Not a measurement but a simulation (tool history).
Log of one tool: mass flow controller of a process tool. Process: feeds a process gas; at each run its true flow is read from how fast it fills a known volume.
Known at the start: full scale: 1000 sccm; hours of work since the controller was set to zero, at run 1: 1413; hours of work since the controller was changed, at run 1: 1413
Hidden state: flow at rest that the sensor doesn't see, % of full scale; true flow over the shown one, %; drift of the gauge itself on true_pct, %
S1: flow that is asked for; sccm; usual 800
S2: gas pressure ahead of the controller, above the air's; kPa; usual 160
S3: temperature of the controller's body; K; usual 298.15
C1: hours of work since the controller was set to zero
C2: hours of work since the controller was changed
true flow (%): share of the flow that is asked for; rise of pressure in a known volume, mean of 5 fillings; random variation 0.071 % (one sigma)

{"run": 1, "hour": 0.0, "S1": 800, "S2": 160, "S3": 298.15, "C1": 1413, "C2": 1413, "true flow (%)": 99.08}
{"run": 2, "hour": 74.3, "S1": 800, "S2": 191, "S3": 298.15, "C1": 1461, "C2": 1461, "true flow (%)": 98.78}
{"run": 3, "hour": 138.9, "S1": 800, "S2": 191, "S3": 298.15, "C1": 1502, "C2": 1502, "true flow (%)": 98.66}
{"run": 4, "hour": 292.0, "S1": 800, "S2": 191, "S3": 298.15, "C1": 1601, "C2": 1601, "true flow (%)": 98.68}
{"run": 5, "hour": 385.0, "S1": 800, "S2": 191, "S3": 298.15, "C1": 1661, "C2": 1661, "true flow (%)": 98.61}
{"run": 6, "hour": 534.3, "S1": 800, "S2": 191, "S3": 298.15, "C1": 1757, "C2": 1757, "true flow (%)": 98.61}
{"run": 7, "hour": 633.9, "S1": 800, "S2": 191, "S3": 298.15, "C1": 1821, "C2": 1821, "true flow (%)": 98.55}
{"run": 8, "hour": 744.3, "S1": 800, "S2": 160, "S3": 298.15, "C1": 1892, "C2": 1892, "true flow (%)": 98.71}
{"run": 9, "hour": 893.5, "S1": 800, "S2": 160, "S3": 298.15, "C1": 1989, "C2": 1989, "true flow (%)": 98.5}
{"run": 10, "hour": 1048.8, "S1": 800, "S2": 160, "S3": 298.15, "C1": 2089, "C2": 2089, "true flow (%)": 98.66}
{"run": 11, "hour": 1124.0, "S1": 800, "S2": 160, "S3": 298.15, "C1": 2137, "C2": 2137, "true flow (%)": 98.78}
{"run": 12, "hour": 1250.8, "S1": 375, "S2": 157, "S3": 302.15, "C1": 2219, "C2": 2219, "true flow (%)": 97.2}
{"run": 13, "hour": 1364.4, "S1": 317, "S2": 203, "S3": 299.15, "C1": 2292, "C2": 2292, "true flow (%)": 96.96}
{"run": 14, "hour": 1475.3, "S1": 143, "S2": 141, "S3": 305.15, "C1": 2364, "C2": 2364, "true flow (%)": 94.75}
{"run": 15, "hour": 1632.8, "S1": 143, "S2": 141, "S3": 305.15, "C1": 2465, "C2": 2465, "true flow (%)": 94.48}
{"run": 16, "hour": 1713.2, "S1": 130, "S2": 175, "S3": 300.15, "C1": 2517, "C2": 2517, "true flow (%)": 94.5}
{"run": 17, "hour": 1804.2, "S1": 125, "S2": 150, "S3": 296.15, "C1": 2575, "C2": 2575, "true flow (%)": 94.81}
{"run": 18, "hour": 1949.5, "S1": 125, "S2": 150, "S3": 296.15, "C1": 2669, "C2": 2669, "true flow (%)": 94.54}
{"run": 19, "hour": 2023.7, "S1": 445, "S2": 244, "S3": 298.15, "C1": 2717, "C2": 2717, "true flow (%)": 97.05}
{"run": 20, "hour": 2143.7, "S1": 445, "S2": 244, "S3": 298.15, "C1": 2794, "C2": 2794, "true flow (%)": 96.86}
{"run": 21, "hour": 2283.2, "S1": 800, "S2": 176, "S3": 306.15, "C1": 2884, "C2": 2884, "true flow (%)": 97.36}

Forecast each of these 5 alternatives for the next run:
{"run": "A", "hour": 2360.0, "S1": 437, "S2": 176, "S3": 310.15, "C1": 2934, "C2": 2934, "true flow (%)": "?"}
{"run": "B", "hour": 2360.0, "S1": 800, "S2": 246, "S3": 306.15, "C1": 2934, "C2": 2934, "true flow (%)": "?"}
{"run": "C", "hour": 2360.0, "S1": 800, "S2": 176, "S3": 298.15, "C1": 2934, "C2": 2934, "true flow (%)": "?"}
{"run": "D", "hour": 2360.0, "S1": 286, "S2": 159, "S3": 310.15, "C1": 2934, "C2": 2934, "true flow (%)": "?"}
{"run": "E", "hour": 2360.0, "S1": 800, "S2": 243, "S3": 298.15, "C1": 2934, "C2": 2934, "true flow (%)": "?"}

run=A true_flow_(%)=95.93
run=B true_flow_(%)=96.72
run=C true_flow_(%)=97.98
run=D true_flow_(%)=95.3
run=E true_flow_(%)=97.65
Without the tool's hidden state the same runs would have given:
run=A true_flow_(%)=98.47
run=B true_flow_(%)=98.66
run=C true_flow_(%)=99.92
run=D true_flow_(%)=98.53
run=E true_flow_(%)=99.59

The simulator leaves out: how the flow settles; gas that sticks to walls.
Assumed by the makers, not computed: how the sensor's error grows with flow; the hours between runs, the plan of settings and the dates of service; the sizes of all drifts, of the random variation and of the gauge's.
